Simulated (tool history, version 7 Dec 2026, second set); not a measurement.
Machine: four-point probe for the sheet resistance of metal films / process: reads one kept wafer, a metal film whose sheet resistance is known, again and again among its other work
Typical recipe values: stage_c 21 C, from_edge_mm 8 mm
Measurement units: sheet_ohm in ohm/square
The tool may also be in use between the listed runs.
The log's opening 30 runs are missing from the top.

| run | hour | stage_c | from_edge_mm | sheet_ohm |
|---|---|---|---|---|
| 31 | 623.3 | 22 | 45 | 0.394078 |
| 32 | 643.5 | 26 | 36 | 0.393219 |
| 33 | 664.8 | 21 | 4 | 0.414398 |
| 34 | 683 | 21 | 4 | 0.41449 |
| 35 | 697.1 | 21 | 3 | 0.428605 |
| 36 | 716.2 | 28 | 10 | 0.395787 |
| 37 | 736.7 | 28 | 54 | 0.392611 |
| 38 | 759.1 | 21 | 10 | 0.397668 |
| 39 | 777.8 | 23 | 52 | 0.393932 |
| 40 | 804.6 | 27 | 32 | 0.392958 |
| 41 | 832.1 | 27 | 32 | 0.392949 |

Estimate the outcome of run 42 from the log above:
| 42 | 853.8 | 27 | 32 | ? |

For run 42 the tool returned sheet_ohm 0.393131 ohm/square.
If the tool had no hidden condition, the same run with the same run-to-run variation would have returned sheet_ohm 0.395488 ohm/square.
